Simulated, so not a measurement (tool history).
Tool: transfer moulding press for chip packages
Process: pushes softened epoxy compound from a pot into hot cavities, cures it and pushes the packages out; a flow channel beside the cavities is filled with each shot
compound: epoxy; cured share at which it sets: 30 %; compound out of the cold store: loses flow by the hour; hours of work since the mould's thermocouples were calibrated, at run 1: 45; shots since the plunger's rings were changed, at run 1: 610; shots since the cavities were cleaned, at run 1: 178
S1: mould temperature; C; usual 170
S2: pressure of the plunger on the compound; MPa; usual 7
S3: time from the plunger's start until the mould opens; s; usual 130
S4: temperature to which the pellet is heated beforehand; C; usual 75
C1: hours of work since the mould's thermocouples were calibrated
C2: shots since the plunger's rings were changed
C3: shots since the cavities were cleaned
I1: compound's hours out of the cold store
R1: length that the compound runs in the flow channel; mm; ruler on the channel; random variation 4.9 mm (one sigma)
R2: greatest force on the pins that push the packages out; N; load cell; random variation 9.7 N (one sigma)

run	hour	S1	S2	S3	S4	C1	C2	C3	I1	R1	R2
1	0	170	7	130	75	45	610	178	10.1	664	511
2	68.8	170	7	130	75	73	986	554	15	648	581
# hour 75: cavities cleaned with cleaning compound and waxed
3	109.6	170	7	130	75	89	1201	189	24.3	622	518
4	158.2	174	7	130	75	109	1466	454	16.4	624	500
# hour 185.6: cavities cleaned with cleaning compound and waxed
5	225.4	170	7	130	75	136	1825	217	45.5	561	498
# hour 295: cavities cleaned with cleaning compound and waxed
6	295	170	7.88	130	75	163	2197	0	9.1	690	470
7	358.5	170	7	130	75	189	2543	346	33.2	581	536
8	392.3	170	7	130	75	203	2728	531	18.7	609	602
# hour 403.5: cavities cleaned with cleaning compound and waxed
9	449.9	170	7	130	75	226	3035	254	37.5	566	509
# hour 465.8: plunger's sealing rings changed
10	505.4	170	7	130	75	247	216	543	41.1	589	562
# hour 513.5: cavities cleaned with cleaning compound and waxed
11	553	170	7	130	75	266	468	216	17.4	634	526
12	596.7	170	7	130	75	284	707	455	41.5	579	559
# hour 622: cavities cleaned with cleaning compound and waxed
13	650.5	170	5.21	130	75	305	992	156	8.4	572	507
14	717.5	167	7.19	140	72	332	1358	522	21.8	651	655
# hour 731.4: cavities cleaned with cleaning compound and waxed
15	754.8	167	8.13	112	67	347	1554	128	47.6	614	797

Forecast run 16:
16	801.7	167	8.13	144	68	366	1810	384	45.6	?	?

Run 16 gave R1 613 mm, R2 553 N.
Without the tool's hidden state the same run would have given R1 628 mm, R2 439 N.
